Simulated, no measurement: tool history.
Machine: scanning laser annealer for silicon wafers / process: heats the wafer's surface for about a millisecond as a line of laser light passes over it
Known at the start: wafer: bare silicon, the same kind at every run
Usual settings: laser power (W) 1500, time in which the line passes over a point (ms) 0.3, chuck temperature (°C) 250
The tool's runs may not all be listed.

| run | hour | laser power (W) | time in which the line passes over a point (ms) | chuck temperature (°C) | highest temperature of the surface (°C) |
|---|---|---|---|---|---|
| 1 | 0 | 1500 | 0.3 | 250 | 957 |
| 2 | 34.2 | 1500 | 0.3 | 250 | 958 |
| 3 | 72.2 | 1640 | 0.3 | 250 | 1030 |
| 4 | 140.5 | 1640 | 0.3 | 250 | 1021 |
| 5 | 198.6 | 1376 | 0.3 | 250 | 877 |
| 6 | 230.7 | 1376 | 0.3 | 250 | 877 |
| 7 | 282 | 1376 | 0.3 | 250 | 871 |
| 8 | 339.5 | 1500 | 0.3 | 250 | 927 |
|  | 375.2 | window over the wafer cleaned |
| 9 | 386.7 | 1500 | 0.3 | 250 | 970 |
| 10 | 414.8 | 1500 | 0.3 | 250 | 968 |
| 11 | 475.8 | 1513 | 0.3 | 250 | 971 |
| 12 | 523.5 | 1513 | 0.3 | 250 | 963 |
| 13 | 561.1 | 1469 | 0.3 | 234 | 926 |
| 14 | 591.5 | 1367 | 0.242 | 251 | 820 |
| 15 | 628.6 | 1403 | 0.277 | 278 | 904 |

Run 16 has not been measured yet. What should we expect?
| 16 | 686.5 | 1403 | 0.277 | 278 | ? |

highest temperature of the surface (°C): 895
The same run, on a tool lacking any hidden state, would have yielded highest temperature of the surface (°C) 943.
